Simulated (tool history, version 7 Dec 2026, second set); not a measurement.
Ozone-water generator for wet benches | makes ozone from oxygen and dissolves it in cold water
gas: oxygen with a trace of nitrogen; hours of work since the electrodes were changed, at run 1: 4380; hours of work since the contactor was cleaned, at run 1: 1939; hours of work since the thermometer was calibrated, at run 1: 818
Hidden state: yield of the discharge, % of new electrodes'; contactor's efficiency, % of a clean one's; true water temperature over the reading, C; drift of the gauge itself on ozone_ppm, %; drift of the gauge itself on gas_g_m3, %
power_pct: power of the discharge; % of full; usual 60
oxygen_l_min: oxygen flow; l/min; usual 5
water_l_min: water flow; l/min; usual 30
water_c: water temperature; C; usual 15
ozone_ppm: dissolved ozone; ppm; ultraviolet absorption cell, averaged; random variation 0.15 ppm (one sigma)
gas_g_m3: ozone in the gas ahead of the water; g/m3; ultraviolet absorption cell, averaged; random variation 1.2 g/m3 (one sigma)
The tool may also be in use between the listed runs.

run	hour	power_pct	oxygen_l_min	water_l_min	water_c	hours of work since the electrodes were changed	hours of work since the contactor was cleaned	hours of work since the thermometer was calibrated	ozone_ppm	gas_g_m3
1	0	60	5	30	15	4380	1939	818	19	220.2
2	147.2	60	5	30	15	4493	2051	930	19.4	218.4
3	306.3	60	5	30	15	4615	2174	1052	19.1	217.1
4	373.7	60	5	30	15	4667	2225	1104	19.3	217.9
5	495.4	60	5	30	15	4760	2318	1197	19.2	219.8
6	629.5	99	5	30	15	4863	2421	1300	29.8	340.7
7	782.6	99	5	30	15	4980	2539	1418	30.3	343.6
8	864.2	60	5	30	15	5043	2601	1480	19.2	216.2
9	995.5	60	5	30	15	5143	2702	1581	19.4	216.2
10	1139	60	5	30	15	5253	2812	1691	18.9	215.5
11	1298.8	60	5	30	15	5376	2934	1813	19.6	212.8
12	1453.3	60	5	30	15	5494	3053	1932	19.5	213.9
# hour 1551.7: gauge calibrated
13	1583.3	60	5	30	15	5594	3153	2032	19.2	219.2
14	1710.8	60	5	30	15	5692	3250	2129	19.2	220.8
15	1824.8	60	5	30	16	5779	3338	2217	19.2	218.2
16	1941.9	74	5	30	16	5869	3427	2306	23.1	264.2
17	2096.7	74	5	30	16	5988	3546	2425	23.2	262
18	2256.8	74	5	30	16	6110	3669	2548	23	263.5
19	2385.1	47	8.26	30	15	6209	3767	2646	17.9	146.6
20	2461.1	53	3.84	30	15	6267	3825	2704	15.5	209.6
21	2618.8	60	3.37	22	11	6388	3946	2825	23.1	247.2
# hour 2668.8: contactor cleaned
22	2696.6	88	3.37	34	11	6444	21	2882	20.9	346.9
23	2783.2	88	3.37	34	11	6511	88	2948	20.6	344.6
24	2943.3	46	8.05	34	11	6634	210	3071	16.3	144.4
25	3043.2	92	4.09	34	8	6710	287	3148	24.3	337.1
26	3131.6	92	4.09	34	8	6778	355	3215	24	337.3
27	3196.1	51	5	32	9	6827	404	3265	16.3	184
28	3347.5	53	5	32	17	6943	520	3381	15.8	191.6
29	3481.3	53	5	32	17	7046	623	3484	16	189.2
30	3581.8	60	3.01	30	15	7123	700	3561	15.6	248.3
31	3691.2	60	5	30	17	7207	784	3644	18.7	209.9
32	3773.7	60	2.83	47	15	7270	847	3708	9.2	252.5
33	3931.4	44	2.83	35	15	7391	968	3829	9.8	189
34	4037.9	60	5	45	15	7473	1050	3910	12.8	208.5

Forecast each of these 3 alternatives for the next run:
A	4166.5	44	2.88	45	21	7571	1148	4009	?	?
B	4166.5	60	5	26	8	7571	1148	4009	?	?
C	4166.5	60	2.52	33	20	7571	1148	4009	?	?

run	ozone_ppm	gas_g_m3
A	7	187.4
B	23.6	207.4
C	12.6	260.6
Without the tool's hidden state the same runs would have given:
run	ozone_ppm	gas_g_m3
A	7	197.2
B	23.6	218.4
C	12.6	274.4

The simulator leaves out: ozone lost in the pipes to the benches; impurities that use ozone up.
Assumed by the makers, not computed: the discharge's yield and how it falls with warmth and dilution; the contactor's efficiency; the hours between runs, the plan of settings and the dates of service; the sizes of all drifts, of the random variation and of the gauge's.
